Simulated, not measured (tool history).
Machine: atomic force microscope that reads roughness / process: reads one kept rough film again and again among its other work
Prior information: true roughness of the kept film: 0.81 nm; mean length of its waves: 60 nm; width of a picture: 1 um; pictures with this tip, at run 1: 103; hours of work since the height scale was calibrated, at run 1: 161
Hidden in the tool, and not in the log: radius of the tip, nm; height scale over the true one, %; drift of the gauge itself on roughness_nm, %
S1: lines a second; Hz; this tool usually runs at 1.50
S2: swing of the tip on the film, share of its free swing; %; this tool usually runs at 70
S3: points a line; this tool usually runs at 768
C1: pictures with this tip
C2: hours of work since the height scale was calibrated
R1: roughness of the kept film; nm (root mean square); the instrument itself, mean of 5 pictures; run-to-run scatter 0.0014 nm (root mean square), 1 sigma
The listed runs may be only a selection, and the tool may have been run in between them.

| run | hour | S1 | S2 | S3 | C1 | C2 | R1 |
|---|---|---|---|---|---|---|---|
| 1 | 0.0 | 1.50 | 70 | 768 | 103 | 161 | 0.730 |
| 2 | 8.4 | 1.50 | 70 | 768 | 109 | 165 | 0.731 |
| 3 | 17.1 | 0.89 | 70 | 768 | 116 | 169 | 0.756 |
| 4 | 29.2 | 0.89 | 70 | 768 | 125 | 174 | 0.758 |
| 5 | 41.3 | 0.89 | 70 | 768 | 134 | 179 | 0.756 |
| 6 | 49.7 | 0.89 | 70 | 768 | 141 | 183 | 0.757 |
| 7 | 59.7 | 0.89 | 70 | 768 | 148 | 188 | 0.758 |
| 8 | 67.6 | 0.89 | 70 | 768 | 154 | 191 | 0.756 |
| 9 | 76.8 | 0.89 | 70 | 768 | 161 | 195 | 0.759 |
| 10 | 83.2 | 0.89 | 70 | 768 | 166 | 198 | 0.761 |
| 11 | 91.2 | 1.50 | 70 | 768 | 172 | 201 | 0.730 |
| 12 | 100.5 | 1.50 | 70 | 320 | 179 | 205 | 0.727 |
| 13 | 110.1 | 1.50 | 70 | 768 | 186 | 210 | 0.731 |
| 14 | 116.1 | 1.50 | 70 | 768 | 191 | 212 | 0.731 |
| 15 | 125.8 | 1.50 | 70 | 768 | 198 | 217 | 0.732 |
| 16 | 134.4 | 1.50 | 70 | 768 | 205 | 220 | 0.732 |
| 17 | 144.2 | 1.50 | 70 | 768 | 212 | 225 | 0.731 |
|  | 153.4 | new tip fitted |
| 18 | 158.0 | 1.50 | 70 | 768 | 3 | 231 | 0.731 |
| 19 | 166.9 | 1.50 | 70 | 768 | 10 | 234 | 0.731 |
| 20 | 173.3 | 1.50 | 70 | 768 | 15 | 237 | 0.733 |
| 21 | 179.1 | 1.52 | 82 | 719 | 19 | 240 | 0.674 |
| 22 | 190.4 | 1.52 | 82 | 719 | 28 | 245 | 0.677 |
| 23 | 196.0 | 1.52 | 82 | 719 | 32 | 247 | 0.676 |
| 24 | 202.5 | 0.97 | 65 | 695 | 37 | 250 | 0.765 |
| 25 | 209.9 | 1.50 | 74 | 768 | 42 | 253 | 0.718 |
| 26 | 218.6 | 1.79 | 67 | 822 | 49 | 257 | 0.729 |
| 27 | 229.9 | 2.60 | 60 | 768 | 57 | 262 | 0.734 |
| 28 | 239.4 | 3.28 | 70 | 742 | 65 | 266 | 0.663 |
| 29 | 251.0 | 3.28 | 70 | 742 | 73 | 271 | 0.660 |
| 30 | 257.1 | 2.98 | 70 | 816 | 78 | 274 | 0.672 |
| 31 | 263.9 | 2.28 | 84 | 349 | 83 | 277 | 0.614 |
| 32 | 275.5 | 2.28 | 84 | 349 | 92 | 282 | 0.613 |
| 33 | 283.8 | 2.06 | 70 | 322 | 98 | 286 | 0.707 |
| 34 | 296.5 | 1.82 | 82 | 299 | 108 | 291 | 0.655 |
| 35 | 308.4 | 2.72 | 82 | 299 | 117 | 297 | 0.601 |
| 36 | 314.8 | 1.15 | 82 | 662 | 122 | 299 | 0.704 |
| 37 | 325.8 | 1.15 | 82 | 662 | 130 | 304 | 0.703 |
| 38 | 332.6 | 2.81 | 62 | 662 | 135 | 307 | 0.721 |
| 39 | 345.5 | 2.81 | 62 | 662 | 145 | 313 | 0.719 |

4 options for the next run, each taken on its own from the tool as it stands now. Forecast them:
| A | 357.7 | 1.50 | 81 | 768 | 154 | 318 | ? |
| B | 357.7 | 3.32 | 70 | 636 | 154 | 318 | ? |
| C | 357.7 | 2.00 | 62 | 562 | 154 | 318 | ? |
| D | 357.7 | 1.50 | 68 | 768 | 154 | 318 | ? |

| run | R1 |
|---|---|
| A | 0.683 |
| B | 0.658 |
| C | 0.742 |
| D | 0.737 |
What these runs would have given with no unlogged condition in the tool:
| run | R1 |
|---|---|
| A | 0.683 |
| B | 0.658 |
| C | 0.742 |
| D | 0.737 |
